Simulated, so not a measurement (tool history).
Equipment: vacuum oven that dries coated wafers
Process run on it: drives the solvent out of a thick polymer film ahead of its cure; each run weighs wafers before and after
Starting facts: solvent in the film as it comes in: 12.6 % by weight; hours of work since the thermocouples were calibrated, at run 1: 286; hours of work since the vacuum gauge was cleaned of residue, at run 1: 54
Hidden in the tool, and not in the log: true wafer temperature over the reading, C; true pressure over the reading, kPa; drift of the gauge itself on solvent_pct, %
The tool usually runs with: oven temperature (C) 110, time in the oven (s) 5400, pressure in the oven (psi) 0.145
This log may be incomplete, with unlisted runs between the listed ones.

run     day  oven temperature (C)  time in the oven (s)  pressure in the oven (psi)  hours of work since the thermocouples were calibrated  hours of work since the vacuum gauge was cleaned of residue  solvent left in the film (%)
  1   0.000                   110                  5400                       0.145                                                    286                                                           54                          3.79
  2   0.521                   121                  5400                       0.145                                                    291                                                           59                          2.42
  3   1.396                   121                  5400                       0.145                                                    300                                                           68                          2.21
  4   1.975                   121                  5400                       0.145                                                    306                                                           74                          2.39
  5   3.017                   110                  4920                       0.145                                                    317                                                           85                          4.20
  6   3.588                   110                  3960                       0.145                                                    323                                                           91                          4.89
  7   4.221                   119                  3960                       0.145                                                    329                                                           97                          3.70
  8   4.742                   110                  5400                       0.145                                                    335                                                          103                          3.98
  9   5.233                   110                  5400                       0.145                                                    340                                                          108                          3.77
 10   5.908                   110                  5400                       0.145                                                    347                                                          115                          3.91
 11   6.925                   110                  5400                       0.145                                                    357                                                          125                          3.84
 12   8.000                   110                  5400                       0.145                                                    368                                                          136                          3.95
 13   8.667                   110                  5400                       0.145                                                    375                                                          143                          3.80
 14   9.200                   110                  5400                       0.091                                                    381                                                          149                          3.52
 15  10.388                   110                  5400                       0.360                                                    393                                                          161                          5.41
 16  11.108                   110                  5400                       0.112                                                    400                                                          168                          3.67
     11.250  -- oven's thermocouples calibrated
 17  12.050                   110                  5400                       0.112                                                      8                                                          177                          3.59
 18  12.808                   110                  5400                       0.360                                                     16                                                          185                          5.58
 19  13.942                   110                  5400                       0.360                                                     28                                                          197                          5.67
 20  14.542                   110                  5400                       0.360                                                     34                                                          203                          5.55
 21  15.046                   110                  5400                       0.145                                                     39                                                          208                          3.95
 22  15.725                   110                  5400                       0.145                                                     46                                                          215                          4.00
 23  16.733                   110                  5400                       0.145                                                     56                                                          225                          3.96
     17.562  -- oven's thermocouples calibrated, once more
 24  17.642                    96                  7860                       0.280                                                      1                                                          234                          6.62
 25  18.258                    97                  3120                       0.145                                                      7                                                          240                          7.59
 26  19.212                   122                  4680                       0.177                                                     17                                                          250                          2.80
 27  20.221                   122                  4680                       0.177                                                     27                                                          260                          2.84
 28  21.079                   104                  3660                       0.180                                                     36                                                          269                          6.29
 29  22.171                   115                  2760                       0.145                                                     47                                                          280                          5.38
 30  22.867                   115                  4680                       0.145                                                     55                                                          288                          3.65
 31  23.950                   115                  4680                       0.145                                                     66                                                          299                          3.59
 32  24.446                   105                  4200                       0.357                                                     71                                                          304                          6.97
 33  25.288                   123                  5400                       0.117                                                     80                                                          312                          2.05
 34  25.838                   120                  5160                       0.267                                                     85                                                          318                          3.39
 35  26.638                   116                  5640                       0.267                                                     93                                                          326                          3.69
 36  27.350                   115                  5640                       0.477                                                    101                                                          334                          5.29
 37  27.896                   119                  5640                       0.174                                                    106                                                          339                          2.71
 38  29.046                   119                  5640                       0.174                                                    118                                                          351                          2.77
 39  30.046                   119                  5640                       0.174                                                    129                                                          361                          2.67
 40  31.171                   119                  5640                       0.174                                                    140                                                          373                          2.74
 41  32.062                   116                  8220                       0.145                                                    149                                                          382                          2.04
 42  32.825                    95                  3720                       0.145                                                    157                                                          390                          7.42
 43  33.883                   103                  5400                       0.145                                                    168                                                          401                          5.03
 44  34.546                   110                  3780                       0.145                                                    175                                                          408                          5.10
 45  35.371                   116                  9060                       0.075                                                    183                                                          416                          1.43
 46  36.467                   116                  7560                       0.075                                                    195                                                          428                          1.76

Predict each of these 4 candidate next runs independently; none follows another, all start after run 46:
  A  37.112                   106                  6300                       0.238                                                    201                                                          434                             ?
  B  37.112                   125                  7200                       0.218                                                    201                                                          434                             ?
  C  37.112                   104                  7560                       0.075                                                    201                                                          434                             ?
  D  37.112                   116                  7560                       0.519                                                    201                                                          434                             ?

run  solvent left in the film (%)
  A                          4.93
  B                          1.89
  C                          3.30
  D                          4.86
The same runs, with their run-to-run variation unchanged, on a tool lacking any hidden condition would have given:
run  solvent left in the film (%)
  A                          4.65
  B                          1.71
  C                          3.00
  D                          4.62

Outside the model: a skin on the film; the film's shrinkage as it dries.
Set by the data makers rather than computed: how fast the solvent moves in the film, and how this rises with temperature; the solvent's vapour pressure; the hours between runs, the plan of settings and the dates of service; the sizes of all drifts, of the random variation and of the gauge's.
